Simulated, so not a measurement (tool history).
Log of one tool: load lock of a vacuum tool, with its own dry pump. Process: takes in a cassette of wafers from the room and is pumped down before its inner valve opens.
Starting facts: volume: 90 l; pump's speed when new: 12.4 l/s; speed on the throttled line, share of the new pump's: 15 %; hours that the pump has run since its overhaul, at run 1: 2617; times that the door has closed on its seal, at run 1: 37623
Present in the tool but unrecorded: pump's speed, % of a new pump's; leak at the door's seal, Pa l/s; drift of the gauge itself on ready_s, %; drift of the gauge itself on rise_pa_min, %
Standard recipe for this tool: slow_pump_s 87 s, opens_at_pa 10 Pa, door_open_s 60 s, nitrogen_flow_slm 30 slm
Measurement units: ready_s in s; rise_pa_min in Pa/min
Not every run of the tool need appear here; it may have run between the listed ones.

run    hour  slow_pump_s  opens_at_pa  door_open_s  nitrogen_flow_slm  hours that the pump has run since its overhaul  times that the door has closed on its seal  incoming humidity of the room's air, %  ready_s  rise_pa_min
  1     0.0           87           10           60                 30                                            2617                                       37623                                    44.8    142.3        0.141
  2   115.3           87           10           95                 30                                            2732                                       37984                                    44.8    142.7        0.154
  3   221.4           54           10           60                 30                                            2838                                       38317                                    42.7    113.7        0.152
  4   305.2           54           10           60                  7                                            2922                                       38579                                    46.0    113.5        0.174
  5   411.5           87           10           60                 39                                            3028                                       38913                                    44.1    142.0        0.148
  6   502.2           87           10           60                 39                                            3119                                       39197                                    44.0    142.1        0.142
  7   569.0           63           10           60                 39                                            3186                                       39407                                    45.7    120.9        0.149
  8   658.2           63           10           60                 39                                            3275                                       39686                                    46.3    122.1        0.157
  9   757.2           63           10           60                 39                                            3374                                       39997                                    44.1    121.2        0.156
 10   867.1           87           10           60                 30                                            3484                                       40341                                    46.4    141.2        0.161
 11   938.0           87           10           83                 30                                            3555                                       40563                                    45.3    142.7        0.167
 12   992.4           87           10           60                 30                                            3609                                       40734                                    43.3    143.4        0.161
 13  1048.6           81           10           60                 30                                            3665                                       40910                                    49.4    136.4        0.167
 14  1113.4           81           10           60                 30                                            3730                                       41113                                    46.2    137.3        0.160
 15  1220.5           63           10           60                 30                                            3837                                       41449                                    42.5    121.9        0.158
 16  1316.6           87           10          225                 30                                            3933                                       41750                                    48.6    143.0        0.211
 17  1389.0           87           10           60                 30                                            4006                                       41977                                    43.3    141.9        0.166
 18  1491.7           87           10           60                 30                                            4109                                       42299                                    42.3    142.0        0.169
 19  1599.3          103           12           60                 30                                            4216                                       42637                                    44.5    153.7        0.178
 20  1714.1           89            7           60                 30                                            4331                                       42997                                    45.1    145.8        0.176
 21  1770.2           89            7           60                 30                                            4387                                       43172                                    44.6    146.6        0.174
 22  1866.2           89            7           60                 30                                            4483                                       43474                                    48.8    147.4        0.187
 23  1931.5           89           10           60                 27                                            4548                                       43678                                    42.9    145.3        0.175
 24  2028.5           89           10           60                 27                                            4645                                       43982                                    41.4    144.2        0.177
 25  2112.4           87           10           60                 27                                            4729                                       44245                                    45.1    142.1        0.185
 26  2178.3           87           10           58                 30                                            4795                                       44452                                    44.3    142.6        0.182
 27  2277.3           92           10           36                 30                                            4894                                       44762                                    44.7    145.8        0.183
 28  2394.9           92           10           75                 30                                            5012                                       45131                                    46.1    147.0        0.192
 29  2501.2           92           10          143                 30                                            5118                                       45464                                    44.6    146.8        0.211
 30  2589.3           92           10          146                 30                                            5206                                       45741                                    44.7    146.2        0.209

Run 31 comes next. What will it give?
 31  2673.6           92           10          146                 30                                            5290                                       46005                                    45.7        ?            ?

For run 31 the tool returned ready_s 147.9 s, rise_pa_min 0.215 Pa/min.
If the tool had no hidden condition, the same run with the same run-to-run variation would have returned ready_s 146.6 s, rise_pa_min 0.050 Pa/min.
